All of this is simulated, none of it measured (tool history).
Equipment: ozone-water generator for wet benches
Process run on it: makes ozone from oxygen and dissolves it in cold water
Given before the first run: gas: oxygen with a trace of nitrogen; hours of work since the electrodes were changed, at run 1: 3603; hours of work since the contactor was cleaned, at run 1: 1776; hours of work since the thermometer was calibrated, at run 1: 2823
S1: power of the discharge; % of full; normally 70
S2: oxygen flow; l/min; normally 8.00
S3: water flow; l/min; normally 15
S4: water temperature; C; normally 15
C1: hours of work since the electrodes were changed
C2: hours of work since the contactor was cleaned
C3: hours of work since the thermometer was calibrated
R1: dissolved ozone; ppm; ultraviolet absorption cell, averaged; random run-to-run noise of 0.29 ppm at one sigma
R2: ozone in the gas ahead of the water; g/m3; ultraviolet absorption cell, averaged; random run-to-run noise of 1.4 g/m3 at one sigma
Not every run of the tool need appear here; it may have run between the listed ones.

Run 1, day 0.000: usual settings; C1 3603; C2 1776; C3 2823. Result: R1 36.5 ppm, R2 212.6 g/m3.
At day 4.050: water thermometer calibrated.
Run 2, day 4.875: usual settings; C1 3687; C2 1860; C3 14. Result: R1 36.5 ppm, R2 211.0 g/m3.
Run 3, day 7.858: usual settings; C1 3739; C2 1912; C3 66. Result: R1 36.6 ppm, R2 211.4 g/m3.
Run 4, day 12.288: usual settings; C1 3816; C2 1989; C3 143. Result: R1 36.1 ppm, R2 210.3 g/m3.
Run 5, day 16.212: usual settings; C1 3884; C2 2057; C3 211. Result: R1 36.4 ppm, R2 209.1 g/m3.
Run 6, day 18.688: usual settings; C1 3927; C2 2100; C3 254. Result: R1 35.8 ppm, R2 208.1 g/m3.
Run 7, day 24.429: usual settings but S3 11 l/min; C1 4027; C2 2200; C3 354. Result: R1 43.1 ppm, R2 206.7 g/m3.
At day 26.133: contactor cleaned.
Run 8, day 28.179: usual settings but S3 11 l/min; C1 4089; C2 36; C3 416. Result: R1 44.1 ppm, R2 206.3 g/m3.
Run 9, day 33.758: usual settings but S3 11 l/min; C1 4186; C2 132; C3 513. Result: R1 42.9 ppm, R2 204.4 g/m3.
Run 10, day 38.425: usual settings but S3 11 l/min; C1 4267; C2 213; C3 594. Result: R1 43.5 ppm, R2 205.7 g/m3.
Run 11, day 44.504: usual settings; C1 4372; C2 319; C3 699. Result: R1 36.0 ppm, R2 203.2 g/m3.
Run 12, day 48.683: usual settings but S3 11 l/min; C1 4445; C2 392; C3 772. Result: R1 42.7 ppm, R2 200.2 g/m3.
Run 13, day 53.229: usual settings but S3 19 l/min; C1 4524; C2 471; C3 851. Result: R1 30.4 ppm, R2 200.4 g/m3.
Run 14, day 57.375: usual settings but S3 19 l/min; C1 4596; C2 542; C3 923. Result: R1 30.2 ppm, R2 200.5 g/m3.
Run 15, day 62.862: usual settings but S3 19 l/min; C1 4691; C2 638; C3 1018. Result: R1 30.0 ppm, R2 198.9 g/m3.
Run 16, day 65.471: usual settings but S3 19 l/min; C1 4736; C2 683; C3 1064. Result: R1 30.2 ppm, R2 198.3 g/m3.
Run 17, day 71.117: usual settings but S3 19 l/min; C1 4834; C2 781; C3 1162. Result: R1 29.4 ppm, R2 195.1 g/m3.
Run 18, day 73.658: usual settings but S2 8.01 l/min, S3 19 l/min; C1 4878; C2 825; C3 1206. Result: R1 29.8 ppm, R2 198.0 g/m3.
Run 19, day 76.475: usual settings but S1 89 % of full, S2 13.80 l/min, S3 20 l/min, S4 7 C; C1 4927; C2 874; C3 1255. Result: R1 34.9 ppm, R2 167.2 g/m3.
Run 20, day 80.754: usual settings but S1 89 % of full, S2 13.80 l/min, S3 20 l/min, S4 7 C; C1 5002; C2 948; C3 1329. Result: R1 34.5 ppm, R2 163.7 g/m3.
At day 83.458: electrodes of the discharge changed.
Run 21, day 85.712: usual settings but S1 89 % of full, S2 13.80 l/min, S3 20 l/min, S4 7 C; C1 39; C2 1030; C3 1411. Result: R1 46.3 ppm, R2 218.9 g/m3.
Run 22, day 91.121: usual settings but S1 55 % of full, S2 13.80 l/min, S3 20 l/min, S4 19 C; C1 133; C2 1124; C3 1505. Result: R1 26.1 ppm, R2 159.3 g/m3.
Run 23, day 94.712: usual settings but S3 16 l/min, S4 19 C; C1 195; C2 1186; C3 1567. Result: R1 39.0 ppm, R2 246.8 g/m3.
Run 24, day 97.696: usual settings but S3 16 l/min, S4 19 C; C1 247; C2 1238; C3 1619. Result: R1 39.0 ppm, R2 249.5 g/m3.
Run 25, day 100.200: usual settings but S1 72 % of full, S2 4.98 l/min, S3 16 l/min, S4 19 C; C1 291; C2 1282; C3 1662. Result: R1 41.6 ppm, R2 328.9 g/m3.
Run 26, day 106.279: usual settings but S1 43 % of full, S2 9.28 l/min, S3 16 l/min, S4 19 C; C1 396; C2 1387; C3 1768. Result: R1 27.0 ppm, R2 166.4 g/m3.
Run 27, day 109.254: usual settings but S1 43 % of full, S2 9.28 l/min, S3 16 l/min, S4 19 C; C1 448; C2 1439; C3 1819. Result: R1 27.0 ppm, R2 166.7 g/m3.
Run 28, day 114.179: usual settings but S1 43 % of full, S2 9.28 l/min, S3 16 l/min, S4 19 C; C1 533; C2 1524; C3 1905. Result: R1 26.9 ppm, R2 165.1 g/m3.
Run 29, day 116.742: usual settings but S1 94 % of full, S2 9.28 l/min, S3 16 l/min, S4 11 C; C1 578; C2 1569; C3 1949. Result: R1 52.6 ppm, R2 271.8 g/m3.
Run 30, day 120.271: usual settings but S1 94 % of full, S2 9.28 l/min, S3 16 l/min, S4 11 C; C1 639; C2 1630; C3 2011. Result: R1 52.5 ppm, R2 272.8 g/m3.
Run 31, day 123.717: usual settings but S1 54 % of full, S2 13.34 l/min, S4 20 C; C1 699; C2 1690; C3 2070. Result: R1 28.2 ppm, R2 157.2 g/m3.
Run 32, day 126.825: usual settings but S1 64 % of full, S2 13.34 l/min, S4 21 C; C1 753; C2 1744; C3 2124. Result: R1 31.0 ppm, R2 174.2 g/m3.
Run 33, day 130.892: usual settings but S1 88 % of full, S2 9.52 l/min, S4 21 C; C1 824; C2 1815; C3 2195. Result: R1 41.7 ppm, R2 257.2 g/m3.

Describe how what the log doesn't record of the tool's condition differs between the last listed run preceding each entry between runs and the first listed run following it.
Between runs 1 and 2: water thermometer calibrated (day 4.050)
  yield of the discharge, % of new electrodes': 83.6 -> 83.2; contactor's efficiency, % of a clean one's: 92.5 -> 92.2; true water temperature over the reading, C: 0.31 -> -0.06
  difference, measured minus the result without the unlogged condition, R1: -8.6 -> -8.6 ppm; R2: -41.7 -> -42.7 g/m3
Between runs 7 and 8: contactor cleaned (day 26.133)
  yield of the discharge, % of new electrodes': 81.6 -> 81.3; contactor's efficiency, % of a clean one's: 90.9 -> 98.9
  difference, measured minus the result without the unlogged condition, R1: -11.2 -> -10.3 ppm; R2: -46.7 -> -47.6 g/m3
Between runs 20 and 21: electrodes of the discharge changed (day 83.458)
  yield of the discharge, % of new electrodes': 77 -> 99.5; contactor's efficiency, % of a clean one's: 95.6 -> 95.3; true water temperature over the reading, C: 0.05 -> 0.06
  difference, measured minus the result without the unlogged condition, R1: -12.9 -> -1.3 ppm; R2: -57.1 -> -1.3 g/m3

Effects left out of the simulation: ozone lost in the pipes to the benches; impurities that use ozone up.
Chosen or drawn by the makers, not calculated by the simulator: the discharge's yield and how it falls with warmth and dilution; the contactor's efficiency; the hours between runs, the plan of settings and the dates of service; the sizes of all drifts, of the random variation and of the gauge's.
